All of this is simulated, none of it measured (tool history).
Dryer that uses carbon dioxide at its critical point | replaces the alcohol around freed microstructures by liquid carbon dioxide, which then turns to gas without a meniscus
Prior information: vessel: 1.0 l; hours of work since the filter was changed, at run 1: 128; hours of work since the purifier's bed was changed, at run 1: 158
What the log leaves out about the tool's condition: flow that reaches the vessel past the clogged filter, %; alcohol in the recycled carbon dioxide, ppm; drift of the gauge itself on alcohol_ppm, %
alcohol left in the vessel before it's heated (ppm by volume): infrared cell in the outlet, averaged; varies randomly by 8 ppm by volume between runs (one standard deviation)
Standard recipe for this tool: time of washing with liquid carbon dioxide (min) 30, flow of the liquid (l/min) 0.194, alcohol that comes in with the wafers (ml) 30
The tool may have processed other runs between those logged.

run   hour  time of washing with liquid carbon dioxide (min)  flow of the liquid (l/min)  alcohol that comes in with the wafers (ml)  hours of work since the filter was changed  hours of work since the purifier's bed was changed  alcohol left in the vessel before it's heated (ppm by volume)
  1    0.0                                                30                       0.194                                          30                                         128                                                 158                                                            572
  2   14.8                                                30                       0.194                                          30                                         133                                                 162                                                            556
  3   26.3                                                30                       0.198                                          30                                         136                                                 166                                                            513
  4   35.0                                                30                       0.198                                          30                                         139                                                 168                                                            507
  5   44.1                                                30                       0.198                                          30                                         142                                                 171                                                            518
  6   58.4                                                30                       0.194                                          41                                         146                                                 175                                                            779
  7   73.4                                                30                       0.194                                          41                                         150                                                 180                                                            791
  8   85.5                                                30                       0.194                                          30                                         154                                                 183                                                            592
  9   97.1                                                30                       0.194                                          30                                         157                                                 187                                                            587
 10  107.5                                                30                       0.194                                          30                                         161                                                 190                                                            596
 11  116.4                                                30                       0.194                                          30                                         163                                                 193                                                            611
 12  130.4                                                30                       0.194                                          30                                         167                                                 197                                                            603
 13  142.2                                                30                       0.194                                          30                                         171                                                 200                                                            590
 14  150.4                                                30                       0.194                                          30                                         173                                                 203                                                            600
 15  165.1                                                30                       0.194                                          30                                         178                                                 207                                                            609
 16  176.5                                                30                       0.194                                          88                                         181                                                 211                                                           1801
 17  186.7                                                30                       0.194                                          30                                         184                                                 214                                                            638
 18  196.6                                                30                       0.194                                          30                                         187                                                 217                                                            640
 19  204.4                                                30                       0.194                                          30                                         190                                                 219                                                            623
 20  216.9                                                30                       0.194                                          30                                         193                                                 223                                                            635
 21  223.4                                                30                       0.194                                          30                                         195                                                 225                                                            639
 22  235.9                                                32                       0.194                                          30                                         199                                                 229                                                            490
 23  251.4                                                32                       0.194                                          30                                         204                                                 233                                                            491
 24  263.3                                                30                       0.131                                          44                                         207                                                 237                                                           3366
 25  278.8                                                30                       0.131                                          44                                         212                                                 241                                                           3458
 26  288.2                                                30                       0.212                                          47                                         215                                                 244                                                            703
 27  300.2                                                31                       0.317                                          40                                         218                                                 248                                                             87
 28  313.5                                                31                       0.317                                          40                                         222                                                 252                                                             79
 29  328.7                                                25                       0.317                                          81                                         227                                                 256                                                            404
 30  343.3                                                39                       0.296                                          54                                         231                                                 261                                                             51
 31  349.6                                                41                       0.162                                          35                                         233                                                 263                                                            502
 32  360.5                                                42                       0.116                                          89                                         236                                                 266                                                           3983
 33  375.8                                                23                       0.116                                          89                                         241                                                 270                                                          16118
 34  383.0                                                23                       0.116                                          89                                         243                                                 273                                                          15880
 35  394.2                                                38                       0.194                                          30                                         247                                                 276                                                            262
 36  403.2                                                37                       0.198                                          20                                         249                                                 279                                                            197
 37  412.9                                                29                       0.151                                          23                                         252                                                 282                                                           1397
 38  423.4                                                36                       0.152                                          67                                         255                                                 285                                                           1981
 39  438.4                                                19                       0.233                                          67                                         260                                                 289                                                           3710
 40  447.9                                                46                       0.165                                          90                                         263                                                 292                                                            702
 41  454.8                                                46                       0.231                                          90                                         265                                                 294                                                            117
 42  462.4                                                30                       0.194                                          90                                         267                                                 296                                                           2135
 43  475.5                                                30                       0.194                                          90                                         271                                                 300                                                           2205
 44  482.2                                                30                       0.194                                          90                                         273                                                 302                                                           2168
 45  491.0                                                30                       0.194                                          90                                         276                                                 305                                                           2101

What would each run have given without the hidden state, its run-to-run variation left as it was?
run  alcohol left in the vessel before it's heated (ppm by volume)
  1                                                            431
  2                                                            416
  3                                                            377
  4                                                            371
  5                                                            374
  6                                                            571
  7                                                            575
  8                                                            424
  9                                                            415
 10                                                            422
 11                                                            430
 12                                                            422
 13                                                            408
 14                                                            413
 15                                                            416
 16                                                           1251
 17                                                            432
 18                                                            433
 19                                                            416
 20                                                            423
 21                                                            423
 22                                                            311
 23                                                            307
 24                                                           2557
 25                                                           2612
 26                                                            435
 27                                                             39
 28                                                             30
 29                                                            208
 30                                                             15
 31                                                            288
 32                                                           2719
 33                                                          13050
 34                                                          12835
 35                                                            130
 36                                                             96
 37                                                            954
 38                                                           1236
 39                                                           2500
 40                                                            350
 41                                                             42
 42                                                           1259
 43                                                           1292
 44                                                           1266
 45                                                           1216
